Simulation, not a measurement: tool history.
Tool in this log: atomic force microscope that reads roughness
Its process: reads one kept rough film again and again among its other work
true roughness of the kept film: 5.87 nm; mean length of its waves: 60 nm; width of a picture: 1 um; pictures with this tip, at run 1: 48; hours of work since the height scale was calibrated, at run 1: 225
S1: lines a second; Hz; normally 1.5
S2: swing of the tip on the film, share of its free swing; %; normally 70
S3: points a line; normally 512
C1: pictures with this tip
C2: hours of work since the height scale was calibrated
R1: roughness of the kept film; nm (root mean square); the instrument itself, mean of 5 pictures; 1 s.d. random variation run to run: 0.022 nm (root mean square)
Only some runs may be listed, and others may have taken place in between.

{"run": 1, "hour": 0.0, "S1": 1.5, "S2": 70, "S3": 512, "C1": 48, "C2": 225, "R1": 5.501}
{"run": 2, "hour": 9.9, "S1": 1.5, "S2": 70, "S3": 512, "C1": 67, "C2": 233, "R1": 5.526}
{"run": 3, "hour": 24.0, "S1": 1.5, "S2": 70, "S3": 334, "C1": 92, "C2": 243, "R1": 5.486}
{"run": 4, "hour": 36.9, "S1": 1.5, "S2": 70, "S3": 297, "C1": 116, "C2": 253, "R1": 5.518}
{"run": 5, "hour": 51.0, "S1": 1.5, "S2": 70, "S3": 730, "C1": 142, "C2": 264, "R1": 5.489}
{"run": 6, "hour": 61.1, "S1": 1.5, "S2": 70, "S3": 730, "C1": 161, "C2": 272, "R1": 5.525}
{"run": 7, "hour": 67.5, "S1": 1.5, "S2": 70, "S3": 730, "C1": 173, "C2": 277, "R1": 5.52}
{"run": 8, "hour": 81.2, "S1": 1.5, "S2": 70, "S3": 730, "C1": 198, "C2": 287, "R1": 5.479}
{"run": 9, "hour": 94.1, "S1": 0.52, "S2": 70, "S3": 730, "C1": 221, "C2": 297, "R1": 5.614}
{"run": 10, "hour": 101.0, "S1": 2.51, "S2": 70, "S3": 512, "C1": 234, "C2": 303, "R1": 5.383}
{"run": 11, "hour": 113.9, "S1": 2.51, "S2": 70, "S3": 512, "C1": 258, "C2": 312, "R1": 5.387}
{"run": 12, "hour": 124.0, "S1": 1.68, "S2": 87, "S3": 512, "C1": 276, "C2": 320, "R1": 5.205}
{"run": 13, "hour": 137.5, "S1": 2.59, "S2": 88, "S3": 980, "C1": 301, "C2": 331, "R1": 5.052}
{"run": 14, "hour": 146.6, "S1": 0.71, "S2": 80, "S3": 512, "C1": 318, "C2": 338, "R1": 5.526}
{"run": 15, "hour": 156.1, "S1": 1.5, "S2": 56, "S3": 512, "C1": 336, "C2": 345, "R1": 5.562}
{"hour": 162.4, "done": "new tip fitted"}
{"run": 16, "hour": 168.5, "S1": 0.97, "S2": 71, "S3": 512, "C1": 11, "C2": 354, "R1": 5.547}
{"run": 17, "hour": 183.0, "S1": 3.24, "S2": 70, "S3": 512, "C1": 38, "C2": 365, "R1": 5.324}
{"run": 18, "hour": 198.4, "S1": 3.24, "S2": 70, "S3": 512, "C1": 66, "C2": 377, "R1": 5.337}
{"run": 19, "hour": 212.7, "S1": 1.5, "S2": 84, "S3": 512, "C1": 93, "C2": 388, "R1": 5.33}

Each row is a separate what-if for the run after 19, all from the same tool condition, not one after another. Results?
{"run": "A", "hour": 221.9, "S1": 0.85, "S2": 81, "S3": 273, "C1": 110, "C2": 395, "R1": "?"}
{"run": "B", "hour": 221.9, "S1": 3.58, "S2": 62, "S3": 744, "C1": 110, "C2": 395, "R1": "?"}
{"run": "C", "hour": 221.9, "S1": 0.9, "S2": 78, "S3": 854, "C1": 110, "C2": 395, "R1": "?"}
{"run": "D", "hour": 221.9, "S1": 2.81, "S2": 84, "S3": 398, "C1": 110, "C2": 395, "R1": "?"}
{"run": "E", "hour": 221.9, "S1": 1.5, "S2": 65, "S3": 512, "C1": 110, "C2": 395, "R1": "?"}

run=A R1=5.511
run=B R1=5.437
run=C R1=5.543
run=D R1=5.06
run=E R1=5.532
Take away the tool's hidden state, keep each run's random variation, and the runs would have read:
run=A R1=5.518
run=B R1=5.444
run=C R1=5.55
run=D R1=5.066
run=E R1=5.539

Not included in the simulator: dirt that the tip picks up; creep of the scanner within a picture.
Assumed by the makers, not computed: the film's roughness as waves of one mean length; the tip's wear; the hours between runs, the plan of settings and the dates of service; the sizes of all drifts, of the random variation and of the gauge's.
